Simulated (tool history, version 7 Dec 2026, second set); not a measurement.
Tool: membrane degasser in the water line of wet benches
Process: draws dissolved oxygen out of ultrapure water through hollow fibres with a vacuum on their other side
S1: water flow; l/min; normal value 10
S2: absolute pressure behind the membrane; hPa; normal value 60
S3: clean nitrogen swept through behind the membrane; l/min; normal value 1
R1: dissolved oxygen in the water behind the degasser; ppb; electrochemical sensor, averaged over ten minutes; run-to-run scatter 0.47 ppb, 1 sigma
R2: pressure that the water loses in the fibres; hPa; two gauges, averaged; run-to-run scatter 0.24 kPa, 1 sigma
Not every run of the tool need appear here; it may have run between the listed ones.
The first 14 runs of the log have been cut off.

| run | hour | S1 | S2 | S3 | R1 | R2 |
|---|---|---|---|---|---|---|
| 15 | 933.6 | 10 | 60 | 0.77 | 85.7 | 635.4 |
| 16 | 999.3 | 10 | 60 | 0.77 | 86.8 | 634.9 |
| 17 | 1055.7 | 13 | 60 | 0.46 | 172.5 | 825.6 |
| 18 | 1131.5 | 8 | 70.5 | 0.87 | 83.7 | 511.1 |
| 19 | 1172 | 8 | 70.5 | 0.87 | 84.2 | 506.2 |
| 20 | 1215.3 | 9 | 70.5 | 1.25 | 67.4 | 576.1 |
| 21 | 1277.7 | 9 | 70.5 | 1.25 | 67.5 | 577.5 |
| 22 | 1351 | 9 | 70.5 | 1.25 | 68 | 572.6 |
| 23 | 1406.1 | 10 | 48.6 | 2.23 | 19.6 | 638.4 |
| 24 | 1452.8 | 10 | 48.6 | 2.23 | 20.1 | 640.7 |
| 25 | 1500.4 | 10 | 48.6 | 2.23 | 20.2 | 637.3 |
|  | 1515 | vacuum gauge calibrated |
| 26 | 1558 | 7 | 79 | 0.82 | 95.1 | 446.8 |
| 27 | 1611.2 | 8 | 56.1 | 0.79 | 57.7 | 513.1 |
| 28 | 1664.4 | 8 | 56.1 | 0.79 | 57.9 | 509.5 |
| 29 | 1740.8 | 9 | 60.9 | 1.36 | 47.2 | 571.3 |
| 30 | 1812.6 | 9 | 60.9 | 1.36 | 47.2 | 575.8 |

Predict the results of run 31:
| 31 | 1881 | 7 | 49.8 | 0.9 | ? | ? |

R1: 33.7 ppb
R2: 449.6 hPa
Were there no unlogged condition in the tool, this run, its random variation unchanged, would have produced R1 33.7 ppb, R2 440.6 hPa.

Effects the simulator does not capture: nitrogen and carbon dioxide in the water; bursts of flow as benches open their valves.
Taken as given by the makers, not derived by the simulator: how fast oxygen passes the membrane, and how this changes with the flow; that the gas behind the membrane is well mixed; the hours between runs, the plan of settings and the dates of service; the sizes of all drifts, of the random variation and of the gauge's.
